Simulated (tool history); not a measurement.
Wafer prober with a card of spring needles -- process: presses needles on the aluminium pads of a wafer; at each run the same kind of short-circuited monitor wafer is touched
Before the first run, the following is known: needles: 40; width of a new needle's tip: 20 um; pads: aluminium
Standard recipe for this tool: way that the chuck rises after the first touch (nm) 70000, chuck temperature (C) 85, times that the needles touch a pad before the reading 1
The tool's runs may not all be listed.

run,hour,way that the chuck rises after the first touch (nm),chuck temperature (C),times that the needles touch a pad before the reading,resistance of one needle with its contact and lead (mohm),way that a needle slides on the pad (nm)
1,0.0,70000,85,1,190,9370
2,6.7,83000,85,1,186,11140
# hour 13.8: tips cleaned on abrasive film
3,18.0,70000,85,3,191,9390
4,26.7,70000,85,3,191,9380
# hour 31.0: tips cleaned on abrasive film
5,33.2,70000,85,1,188,9340
6,46.4,70000,84,2,189,9350
# hour 48.1: tips cleaned on abrasive film
7,54.5,50000,84,3,199,6680
8,61.5,69000,29,1,178,9180
# hour 65.7: tips cleaned on abrasive film
9,74.4,56000,29,2,182,7450
10,80.7,56000,29,1,183,7430

Consider 3 possible next runs. They are alternatives, not a sequence: every one starts from the tool as it was left by run 10. What does each give?
# hour 83.7: tips cleaned on abrasive film
A,86.3,56000,45,3,?,?
# hour 83.7: tips cleaned on abrasive film
B,86.3,82000,35,2,?,?
# hour 83.7: tips cleaned on abrasive film
C,86.3,86000,85,1,?,?

run,resistance of one needle with its contact and lead (mohm),way that a needle slides on the pad (nm)
A,187,7430
B,176,10890
C,185,11460
Stripped of hidden state, with their random variation kept, the same runs would have yielded:
run,resistance of one needle with its contact and lead (mohm),way that a needle slides on the pad (nm)
A,187,7510
B,176,11010
C,185,11580

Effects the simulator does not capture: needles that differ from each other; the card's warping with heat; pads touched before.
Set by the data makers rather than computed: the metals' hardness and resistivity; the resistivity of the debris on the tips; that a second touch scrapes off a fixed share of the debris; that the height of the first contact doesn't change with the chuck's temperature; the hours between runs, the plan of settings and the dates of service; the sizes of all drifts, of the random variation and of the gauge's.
